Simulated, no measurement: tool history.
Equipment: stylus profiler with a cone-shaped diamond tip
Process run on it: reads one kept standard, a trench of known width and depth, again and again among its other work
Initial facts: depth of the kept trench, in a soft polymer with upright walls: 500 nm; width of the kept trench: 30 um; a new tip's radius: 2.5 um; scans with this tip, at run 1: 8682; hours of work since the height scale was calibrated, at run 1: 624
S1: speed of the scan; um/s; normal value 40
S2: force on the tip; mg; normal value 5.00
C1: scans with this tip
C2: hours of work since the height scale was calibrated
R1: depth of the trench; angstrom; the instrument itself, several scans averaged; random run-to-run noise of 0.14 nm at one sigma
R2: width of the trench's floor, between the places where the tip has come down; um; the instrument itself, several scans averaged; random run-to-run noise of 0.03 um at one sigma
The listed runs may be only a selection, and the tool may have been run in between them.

run   hour  S1     S2     C1   C2      R1     R2
  1    0.0  40   5.00   8682  624  5126.0  26.37
  2   20.4  40   5.00   8881  639  5123.4  26.37
  3   43.4  25   5.00   9106  655  5125.2  26.32
  4   61.9  25   5.00   9287  668  5123.5  26.37
  5   78.7  25   5.00   9451  680  5122.1  26.29
  6   91.9  25   5.00   9580  689  5123.6  26.38
  7  112.9  25   5.00   9785  704  5123.2  26.33
  8  123.4  25   5.00   9888  711  5122.0  26.32
  9  141.3  40   8.21  10063  724  5173.3  26.32
 10  163.0  40   5.00  10275  739  5121.4  26.28
 11  183.4  40   5.00  10475  753  5124.0  26.22
 12  204.1  40   3.58  10677  768  5095.1  26.24
 13  226.7  40   3.58  10898  784  5094.0  26.21
 14  244.8  40   6.67  11074  796  5150.9  26.19
 15  266.3  40   6.67  11285  811  5148.3  26.18
 16  283.4  14   4.17  11452  823  5105.7  26.24
 17  305.7  14   4.17  11670  839  5104.7  26.27
 18  324.7  37   2.62  11856  853  5074.5  26.13
 19  338.2  72   4.01  11988  862  5102.5  26.07
 20  357.1  48   4.01  12173  875  5100.7  26.08
 21  378.1  82   2.63  12378  890  5073.1  25.93
 22  391.7  19   3.04  12510  900  5081.2  26.18
 23  408.6  59  12.22  12676  911  5225.6  26.13
 24  426.0  59  12.22  12846  924  5228.4  26.09
 25  437.4  52  10.43  12957  932  5202.9  26.02

4 ways to go on from here, each from the tool as it stands after run 25. What would each give?
  A  459.9  63  5.00  13177  948   ?   ?
  B  459.9  19  3.99  13177  948   ?   ?
  C  459.9  11  5.00  13177  948   ?   ?
  D  459.9  61  2.53  13177  948   ?   ?

run      R1     R2
  A  5120.2  26.06
  B  5099.9  26.14
  C  5119.0  26.14
  D  5068.8  26.03
Had the tool no hidden state, the same runs would have come out as:
run      R1     R2
  A  5135.3  26.88
  B  5115.0  26.96
  C  5134.1  26.96
  D  5083.8  26.85
